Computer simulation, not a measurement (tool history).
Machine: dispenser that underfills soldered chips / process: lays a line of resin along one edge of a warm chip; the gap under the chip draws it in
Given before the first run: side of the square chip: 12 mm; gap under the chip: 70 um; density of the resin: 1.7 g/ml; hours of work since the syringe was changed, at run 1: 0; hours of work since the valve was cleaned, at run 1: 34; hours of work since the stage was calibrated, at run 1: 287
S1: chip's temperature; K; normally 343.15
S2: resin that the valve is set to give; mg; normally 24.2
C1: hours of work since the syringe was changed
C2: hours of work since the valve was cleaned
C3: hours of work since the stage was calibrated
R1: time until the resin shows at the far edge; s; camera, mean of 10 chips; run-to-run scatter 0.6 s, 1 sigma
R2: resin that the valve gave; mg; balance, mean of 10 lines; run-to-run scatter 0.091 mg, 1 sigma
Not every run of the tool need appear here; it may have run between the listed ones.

run 1 hour=0.0 | S1=343.15 S2=24.2 | C1=0 C2=34 C3=287 | R1=46.7 R2=23.56
-- hour=8.0 new syringe of resin
run 2 hour=8.8 | S1=343.15 S2=24.2 | C1=1 C2=40 C3=294 | R1=48.4 R2=23.39
-- hour=15.8 new syringe of resin
run 3 hour=16.2 | S1=343.15 S2=24.2 | C1=0 C2=46 C3=299 | R1=49.0 R2=23.35
-- hour=24.2 new syringe of resin
run 4 hour=24.6 | S1=343.15 S2=24.2 | C1=0 C2=52 C3=305 | R1=46.7 R2=23.18
-- hour=26.3 dispensing valve cleaned and set on the balance
run 5 hour=31.6 | S1=343.15 S2=26.8 | C1=5 C2=4 C3=310 | R1=67.1 R2=26.64
-- hour=33.8 new syringe of resin
run 6 hour=38.3 | S1=343.15 S2=26.8 | C1=3 C2=9 C3=314 | R1=60.8 R2=26.61
-- hour=42.1 new syringe of resin
run 7 hour=43.6 | S1=343.15 S2=27.5 | C1=1 C2=13 C3=318 | R1=50.3 R2=27.37
-- hour=50.4 new syringe of resin
run 8 hour=50.9 | S1=343.15 S2=30.2 | C1=0 C2=18 C3=324 | R1=46.1 R2=29.80
run 9 hour=56.2 | S1=343.15 S2=24.2 | C1=4 C2=22 C3=328 | R1=67.1 R2=23.90
-- hour=58.6 new syringe of resin
run 10 hour=62.5 | S1=343.15 S2=26.5 | C1=3 C2=26 C3=332 | R1=58.3 R2=26.01
-- hour=66.9 new syringe of resin
run 11 hour=69.9 | S1=343.15 S2=26.5 | C1=2 C2=32 C3=337 | R1=54.9 R2=25.85
-- hour=74.9 new syringe of resin
run 12 hour=75.5 | S1=343.15 S2=25.0 | C1=0 C2=36 C3=341 | R1=47.2 R2=24.41
-- hour=83.3 new syringe of resin
run 13 hour=85.1 | S1=339.15 S2=25.1 | C1=1 C2=43 C3=348 | R1=59.8 R2=24.49
-- hour=91.2 new syringe of resin
run 14 hour=91.2 | S1=334.15 S2=28.6 | C1=0 C2=47 C3=353 | R1=68.5 R2=27.78
run 15 hour=96.3 | S1=352.15 S2=29.2 | C1=4 C2=51 C3=357 | R1=41.1 R2=28.35
-- hour=98.8 dispensing valve cleaned and set on the balance
-- hour=100.4 new syringe of resin
run 16 hour=105.4 | S1=352.15 S2=29.2 | C1=4 C2=5 C3=363 | R1=40.7 R2=29.10
-- hour=108.5 new syringe of resin
run 17 hour=110.9 | S1=352.15 S2=29.2 | C1=2 C2=9 C3=367 | R1=33.8 R2=29.06

The next listed run, before its measurement:
run 18 hour=115.4 | S1=346.15 S2=24.2 | C1=5 C2=12 C3=370 | R1=? R2=?

{"run 18": {"R1": 60.7, "R2": 23.83}}
With no hidden state in the tool, this same run would have given R1 45.4 s, R2 24.08 mg.

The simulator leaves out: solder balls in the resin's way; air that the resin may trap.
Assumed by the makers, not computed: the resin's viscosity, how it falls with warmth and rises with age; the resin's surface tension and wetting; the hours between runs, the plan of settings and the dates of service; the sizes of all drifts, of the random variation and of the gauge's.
